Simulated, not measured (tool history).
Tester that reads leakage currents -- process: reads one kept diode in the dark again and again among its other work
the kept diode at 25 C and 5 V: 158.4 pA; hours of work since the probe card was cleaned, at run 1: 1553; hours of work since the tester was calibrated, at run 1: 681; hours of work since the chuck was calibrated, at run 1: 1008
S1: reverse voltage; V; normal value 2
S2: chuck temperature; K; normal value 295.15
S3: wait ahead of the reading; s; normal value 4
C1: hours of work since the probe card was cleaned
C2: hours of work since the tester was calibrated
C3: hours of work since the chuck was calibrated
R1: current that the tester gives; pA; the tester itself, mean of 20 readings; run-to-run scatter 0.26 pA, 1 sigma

| run | hour | S1 | S2 | S3 | C1 | C2 | C3 | R1 |
|---|---|---|---|---|---|---|---|---|
| 1 | 0 | 2 | 295.15 | 4 | 1553 | 681 | 1008 | 95 |
| 2 | 26.8 | 2 | 295.15 | 4 | 1566 | 693 | 1021 | 96.02 |
| 3 | 61.8 | 2 | 295.15 | 4 | 1582 | 710 | 1037 | 95.73 |
| 4 | 83.7 | 14.59 | 295.15 | 4 | 1593 | 721 | 1048 | 223.89 |
|  | 87.8 | chuck's temperature calibrated |
| 5 | 105.8 | 14.59 | 295.15 | 4 | 1602 | 730 | 9 | 235.88 |
| 6 | 129.1 | 2 | 308.15 | 4 | 1614 | 741 | 20 | 319.79 |
| 7 | 169.7 | 11.38 | 300.15 | 4 | 1633 | 761 | 39 | 326.99 |
| 8 | 187.3 | 7.45 | 295.15 | 4.97 | 1641 | 769 | 47 | 176.41 |
| 9 | 221.1 | 5.66 | 327.15 | 0.94 | 1657 | 785 | 63 | 2265.01 |
|  | 227.5 | chuck's temperature calibrated, once more |
| 10 | 242.4 | 3.08 | 327.15 | 2.39 | 1667 | 794 | 7 | 1519.01 |
|  | 253.8 | probe card cleaned and baked |
| 11 | 286.8 | 3.08 | 327.15 | 2.39 | 16 | 814 | 27 | 1516.56 |
| 12 | 314.1 | 2 | 333.15 | 0.44 | 29 | 827 | 40 | 2019.46 |

Forecast each of these 5 alternatives for the next run:
| A | 353.9 | 3.15 | 295.15 | 2.82 | 48 | 846 | 59 | ? |
| B | 353.9 | 2 | 327.15 | 0.44 | 48 | 846 | 59 | ? |
| C | 353.9 | 3.49 | 325.15 | 4 | 48 | 846 | 59 | ? |
| D | 353.9 | 2 | 295.15 | 0.98 | 48 | 846 | 59 | ? |
| E | 353.9 | 2.25 | 295.15 | 4 | 48 | 846 | 59 | ? |

| run | R1 |
|---|---|
| A | 98.87 |
| B | 1279.12 |
| C | 1367.09 |
| D | 82.77 |
| E | 86.87 |
Take away the tool's hidden state, keep each run's random variation, and the runs would have read:
| run | R1 |
|---|---|
| A | 99.45 |
| B | 1287.25 |
| C | 1375.78 |
| D | 83.28 |
| E | 87.39 |
